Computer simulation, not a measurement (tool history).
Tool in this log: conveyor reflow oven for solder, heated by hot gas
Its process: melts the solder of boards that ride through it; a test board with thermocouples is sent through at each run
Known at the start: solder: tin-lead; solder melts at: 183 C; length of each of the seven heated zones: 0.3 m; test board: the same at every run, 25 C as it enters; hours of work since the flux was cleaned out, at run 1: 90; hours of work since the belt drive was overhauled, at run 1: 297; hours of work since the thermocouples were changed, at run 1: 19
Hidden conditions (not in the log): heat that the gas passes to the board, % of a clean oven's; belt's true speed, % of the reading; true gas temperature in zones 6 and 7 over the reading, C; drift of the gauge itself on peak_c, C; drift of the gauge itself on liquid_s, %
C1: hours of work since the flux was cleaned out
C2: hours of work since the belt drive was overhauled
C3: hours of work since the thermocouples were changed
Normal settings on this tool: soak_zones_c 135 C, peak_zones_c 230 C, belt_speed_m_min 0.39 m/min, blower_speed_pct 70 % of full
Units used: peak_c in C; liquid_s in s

run 1 hour=0 | soak_zones_c=135 peak_zones_c=230 belt_speed_m_min=0.39 blower_speed_pct=70 | C1=90 C2=297 C3=19 | peak_c=215.7 liquid_s=67.2
run 2 hour=12.2 | soak_zones_c=135 peak_zones_c=230 belt_speed_m_min=0.39 blower_speed_pct=70 | C1=97 C2=304 C3=26 | peak_c=215.7 liquid_s=67.3
run 3 hour=19 | soak_zones_c=135 peak_zones_c=230 belt_speed_m_min=0.39 blower_speed_pct=70 | C1=101 C2=308 C3=30 | peak_c=216.5 liquid_s=66.5
run 4 hour=29.9 | soak_zones_c=135 peak_zones_c=230 belt_speed_m_min=0.39 blower_speed_pct=70 | C1=108 C2=315 C3=37 | peak_c=216.1 liquid_s=67.8
run 5 hour=38.7 | soak_zones_c=135 peak_zones_c=230 belt_speed_m_min=0.39 blower_speed_pct=70 | C1=113 C2=320 C3=42 | peak_c=215 liquid_s=67
run 6 hour=47.1 | soak_zones_c=143 peak_zones_c=230 belt_speed_m_min=0.39 blower_speed_pct=80 | C1=118 C2=325 C3=47 | peak_c=218.4 liquid_s=73.6
-- hour=53.6 flux residue cleaned out of gas plates and filters
run 7 hour=59.8 | soak_zones_c=148 peak_zones_c=230 belt_speed_m_min=0.451 blower_speed_pct=70 | C1=4 C2=329 C3=51 | peak_c=212.7 liquid_s=60.3
run 8 hour=68.1 | soak_zones_c=148 peak_zones_c=230 belt_speed_m_min=0.451 blower_speed_pct=70 | C1=9 C2=334 C3=56 | peak_c=212.8 liquid_s=59.8
run 9 hour=75.4 | soak_zones_c=130 peak_zones_c=235 belt_speed_m_min=0.453 blower_speed_pct=79 | C1=13 C2=339 C3=60 | peak_c=216.8 liquid_s=55.7
run 10 hour=84.7 | soak_zones_c=135 peak_zones_c=230 belt_speed_m_min=0.424 blower_speed_pct=70 | C1=18 C2=344 C3=66 | peak_c=213 liquid_s=58.6

Hidden state at the last listed run before each entry between runs and at the first one after, where it differs:
After run 6, before run 7: flux residue cleaned out of gas plates and filters (hour 53.6)
  heat that the gas passes to the board, % of a clean oven's: 94.9 -> 93.9; true gas temperature in zones 6 and 7 over the reading, C: 0.18 -> 0.17
  the result without the hidden state subtracted from the measured one, peak_c: -0.8 -> -1.2 C; liquid_s: -0.7 -> -1.1 s
